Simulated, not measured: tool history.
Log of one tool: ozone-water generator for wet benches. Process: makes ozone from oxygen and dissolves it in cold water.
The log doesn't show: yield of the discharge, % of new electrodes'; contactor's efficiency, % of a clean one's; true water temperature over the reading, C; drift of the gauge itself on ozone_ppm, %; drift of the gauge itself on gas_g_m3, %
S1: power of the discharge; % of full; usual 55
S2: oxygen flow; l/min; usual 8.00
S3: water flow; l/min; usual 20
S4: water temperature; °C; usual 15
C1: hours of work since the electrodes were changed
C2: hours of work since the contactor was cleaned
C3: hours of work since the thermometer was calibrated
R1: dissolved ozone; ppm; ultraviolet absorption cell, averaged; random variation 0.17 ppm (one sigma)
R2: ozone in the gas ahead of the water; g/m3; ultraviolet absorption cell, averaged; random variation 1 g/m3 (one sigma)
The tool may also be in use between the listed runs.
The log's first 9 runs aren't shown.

run    hour  S1     S2  S3  S4    C1     C2    C3    R1     R2
 10  1063.3  55   8.00  29  15  6964   9734  3641  14.8  163.1
 11  1171.7  55   8.00  20   9  7066   9836  3743  21.2  164.6
 12  1284.0  55   8.00  20   9  7171   9941  3849  21.1  166.0
 13  1400.3  55   8.00  20   9  7281  10051  3958  21.4  162.7
     1436.3  -- contactor cleaned
 14  1495.2  55   8.00  20   9  7366     55  4044  23.7  163.0
 15  1588.7  55   8.00  20   9  7454    143  4132  23.9  164.4
 16  1676.8  55   8.00  17   9  7537    226  4215  26.1  164.4
 17  1845.8  55   8.00  17   9  7696    385  4374  26.3  162.8
 18  2009.0  54   4.85  28  22  7849    539  4527  15.3  212.6
 19  2115.4  54   4.85  28  22  7950    639  4627  15.0  216.1
 20  2241.1  54   4.85  28  22  8068    757  4746  15.1  213.7
 21  2347.4  55   8.00  14  15  8168    857  4845  25.8  163.7
 22  2513.7  55  11.49  15  15  8324   1013  5002  23.1  132.8
 23  2682.4  55  11.49  15  15  8483   1172  5161  23.1  132.6
 24  2768.7  55   8.86  18   9  8564   1253  5242  24.6  153.6
     2799.1  -- water thermometer calibrated
 25  2924.4  72   8.00  20  15  8710   1399   118  25.0  189.5
 26  3087.3  94   4.43  20   8  8863   1552   271  32.1  318.2
 27  3245.9  55   8.00  20  12  9013   1702   420  21.8  161.9
 28  3322.6  55  13.42  20  15  9085   1774   492  19.4  120.0
 29  3402.7  55  13.42  20  15  9160   1849   568  19.4  118.8
 30  3484.2  57   8.00  20  15  9237   1926   644  21.3  165.4
 31  3571.0  57   8.00  20  15  9318   2007   726  21.3  164.9
 32  3743.2  57   6.84  16  15  9480   2169   888  24.7  180.2

Forecast each of these 3 alternatives for the next run:
  A  3889.5  55  6.84  17  15  9618  2307  1026   ?   ?
  B  3889.5  55  6.06  20   9  9618  2307  1026   ?   ?
  C  3889.5  55  6.64  20  15  9618  2307  1026   ?   ?

run    R1     R2
  A  23.3  174.5
  B  23.1  188.4
  C  21.0  178.3
Without the tool's hidden state the same runs would have given:
run    R1     R2
  A  26.1  191.0
  B  25.9  206.1
  C  23.6  195.0

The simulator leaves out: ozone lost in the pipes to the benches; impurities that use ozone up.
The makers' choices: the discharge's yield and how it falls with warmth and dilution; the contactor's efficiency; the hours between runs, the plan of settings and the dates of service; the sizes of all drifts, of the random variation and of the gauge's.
